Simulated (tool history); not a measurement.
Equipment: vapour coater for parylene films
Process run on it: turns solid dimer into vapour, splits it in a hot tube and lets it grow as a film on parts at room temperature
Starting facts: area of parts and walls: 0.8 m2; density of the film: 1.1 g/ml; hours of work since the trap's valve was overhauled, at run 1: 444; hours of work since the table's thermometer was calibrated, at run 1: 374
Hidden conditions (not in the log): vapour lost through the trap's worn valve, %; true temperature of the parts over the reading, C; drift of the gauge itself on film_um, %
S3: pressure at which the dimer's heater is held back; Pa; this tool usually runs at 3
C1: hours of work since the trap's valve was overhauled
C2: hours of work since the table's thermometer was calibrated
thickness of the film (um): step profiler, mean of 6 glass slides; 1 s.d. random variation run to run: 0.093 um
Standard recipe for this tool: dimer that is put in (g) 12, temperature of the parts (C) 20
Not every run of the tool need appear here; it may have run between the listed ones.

Run 1, hour 0: usual settings; C1 444; C2 374. Result: thickness of the film (um) 9.92.
At hour 33.3: trap's valve overhauled.
Run 2, hour 33.3: usual settings; C1 0; C2 400. Result: thickness of the film (um) 11.14.
Run 3, hour 45.5: usual settings but dimer that is put in (g) 9; C1 11; C2 411. Result: thickness of the film (um) 8.46.
Run 4, hour 71.9: usual settings but dimer that is put in (g) 9; C1 34; C2 434. Result: thickness of the film (um) 8.34.
Run 5, hour 84.7: usual settings but dimer that is put in (g) 21; C1 46; C2 446. Result: thickness of the film (um) 19.24.
Run 6, hour 101.9: usual settings but dimer that is put in (g) 21; C1 61; C2 461. Result: thickness of the film (um) 19.49.
Run 7, hour 119.5: usual settings but dimer that is put in (g) 21; C1 76; C2 477. Result: thickness of the film (um) 19.07.
Run 8, hour 136.6: usual settings but dimer that is put in (g) 21, S3 2.29 Pa; C1 92; C2 492. Result: thickness of the film (um) 19.96.
Run 9, hour 163.1: usual settings but dimer that is put in (g) 21, S3 2.29 Pa; C1 115; C2 515. Result: thickness of the film (um) 20.12.
Run 10, hour 189.5: usual settings; C1 139; C2 539. Result: thickness of the film (um) 10.91.
Run 11, hour 215.3: usual settings but dimer that is put in (g) 17; C1 161; C2 562. Result: thickness of the film (um) 15.06.
Run 12, hour 241.5: usual settings but dimer that is put in (g) 17; C1 185; C2 585. Result: thickness of the film (um) 15.02.
Run 13, hour 269.8: usual settings but dimer that is put in (g) 17, S3 9.19 Pa; C1 210; C2 610. Result: thickness of the film (um) 13.16.
Run 14, hour 290.4: usual settings but dimer that is put in (g) 17, S3 2.26 Pa; C1 228; C2 628. Result: thickness of the film (um) 15.49.
Run 15, hour 318: usual settings but S3 11.3 Pa; C1 253; C2 653. Result: thickness of the film (um) 8.76.
Run 16, hour 334.7: usual settings but S3 11.3 Pa; C1 267; C2 667. Result: thickness of the film (um) 8.82.
Run 17, hour 350.3: usual settings but temperature of the parts (C) 18; C1 281; C2 681. Result: thickness of the film (um) 10.85.
Run 18, hour 375.9: usual settings but temperature of the parts (C) 17; C1 304; C2 704. Result: thickness of the film (um) 10.72.
Run 19, hour 397.4: usual settings but temperature of the parts (C) 16; C1 323; C2 723. Result: thickness of the film (um) 11.19.
Run 20, hour 417.8: usual settings but temperature of the parts (C) 16; C1 341; C2 741. Result: thickness of the film (um) 11.06.
Run 21, hour 436.2: usual settings but temperature of the parts (C) 16; C1 357; C2 757. Result: thickness of the film (um) 11.06.
Run 22, hour 453.6: usual settings but temperature of the parts (C) 16; C1 373; C2 773. Result: thickness of the film (um) 10.97.
Run 23, hour 466: usual settings but temperature of the parts (C) 16; C1 384; C2 784. Result: thickness of the film (um) 10.88.
Run 24, hour 494.3: usual settings but S3 8.66 Pa; C1 409; C2 809. Result: thickness of the film (um) 8.63.
Run 25, hour 509.3: usual settings but dimer that is put in (g) 7; C1 422; C2 822. Result: thickness of the film (um) 5.84.
Run 26, hour 525.9: usual settings but dimer that is put in (g) 16, temperature of the parts (C) 13, S3 6.87 Pa; C1 437; C2 837. Result: thickness of the film (um) 13.21.
Run 27, hour 551: usual settings but dimer that is put in (g) 16, temperature of the parts (C) 13, S3 6.87 Pa; C1 459; C2 859. Result: thickness of the film (um) 13.14.
At hour 568.1: trap's valve overhauled.
Run 28, hour 580.5: usual settings but dimer that is put in (g) 16, temperature of the parts (C) 13, S3 6.87 Pa; C1 11; C2 882. Result: thickness of the film (um) 15.36.
Run 29, hour 599.7: usual settings but dimer that is put in (g) 17, temperature of the parts (C) 29, S3 6.87 Pa; C1 28; C2 899. Result: thickness of the film (um) 12.28.
Run 30, hour 627.1: usual settings but temperature of the parts (C) 16; C1 52; C2 923. Result: thickness of the film (um) 11.99.
Run 31, hour 647.6: usual settings but temperature of the parts (C) 16, S3 2.77 Pa; C1 71; C2 941. Result: thickness of the film (um) 12.03.
Run 32, hour 669.8: usual settings but temperature of the parts (C) 16, S3 7.2 Pa; C1 90; C2 961. Result: thickness of the film (um) 10.56.
Run 33, hour 687.9: usual settings but temperature of the parts (C) 16, S3 4.26 Pa; C1 106; C2 977. Result: thickness of the film (um) 11.22.
Run 34, hour 705.8: usual settings but temperature of the parts (C) 16, S3 4.26 Pa; C1 122; C2 993. Result: thickness of the film (um) 11.33.
Run 35, hour 723: usual settings but temperature of the parts (C) 14; C1 137; C2 1008. Result: thickness of the film (um) 12.2.
Run 36, hour 736.8: usual settings but temperature of the parts (C) 14; C1 150; C2 1021. Result: thickness of the film (um) 12.06.
Run 37, hour 757: usual settings but S3 9.44 Pa; C1 168; C2 1038. Result: thickness of the film (um) 9.38.
Run 38, hour 774.9: usual settings but dimer that is put in (g) 19, temperature of the parts (C) 27, S3 3.19 Pa; C1 183; C2 1054. Result: thickness of the film (um) 15.05.
Run 39, hour 790.8: usual settings but dimer that is put in (g) 19, temperature of the parts (C) 12, S3 2.61 Pa; C1 198; C2 1068. Result: thickness of the film (um) 19.88.
Run 40, hour 809.1: usual settings but dimer that is put in (g) 18, temperature of the parts (C) 17, S3 5.85 Pa; C1 214; C2 1085. Result: thickness of the film (um) 15.55.
Run 41, hour 830.9: usual settings but dimer that is put in (g) 18, temperature of the parts (C) 30, S3 4.67 Pa; C1 233; C2 1104. Result: thickness of the film (um) 12.74.
Run 42, hour 859.2: usual settings but dimer that is put in (g) 5, temperature of the parts (C) 18; C1 258; C2 1129. Result: thickness of the film (um) 4.54.
Run 43, hour 875.5: usual settings but temperature of the parts (C) 18, S3 4.93 Pa; C1 273; C2 1143. Result: thickness of the film (um) 10.3.
Run 44, hour 888.3: usual settings but dimer that is put in (g) 15, S3 6.56 Pa; C1 284; C2 1155. Result: thickness of the film (um) 11.83.
Run 45, hour 902.3: usual settings but dimer that is put in (g) 15, S3 6.56 Pa; C1 296; C2 1167. Result: thickness of the film (um) 11.65.
Run 46, hour 915.1: usual settings but dimer that is put in (g) 15, S3 6.56 Pa; C1 308; C2 1179. Result: thickness of the film (um) 11.85.
Run 47, hour 939: usual settings but dimer that is put in (g) 5, S3 6.56 Pa; C1 329; C2 1200. Result: thickness of the film (um) 3.87.

Results per run with the tool's hidden condition removed, run-to-run variation unchanged:
run  thickness of the film (um)
  1                       11.25
  2                       11.18
  3                        8.52
  4                        8.46
  5                       19.55
  6                       19.89
  7                       19.55
  8                       20.55
  9                       20.84
 10                       11.38
 11                       15.82
 12                       15.87
 13                       14.01
 14                       16.57
 15                        9.44
 16                        9.54
 17                       11.78
 18                       11.73
 19                       12.32
 20                       12.24
 21                       12.29
 22                       12.25
 23                       12.19
 24                        9.75
 25                        6.62
 26                       15.06
 27                       15.08
 28                       15.28
 29                       12.28
 30                       12.07
 31                       12.16
 32                       10.73
 33                       11.45
 34                       11.62
 35                       12.56
 36                       12.46
 37                        9.75
 38                        15.7
 39                       20.92
 40                       16.35
 41                       13.47
 42                        4.83
 43                       11.01
 44                        12.7
 45                       12.55
 46                        12.8
 47                        4.21
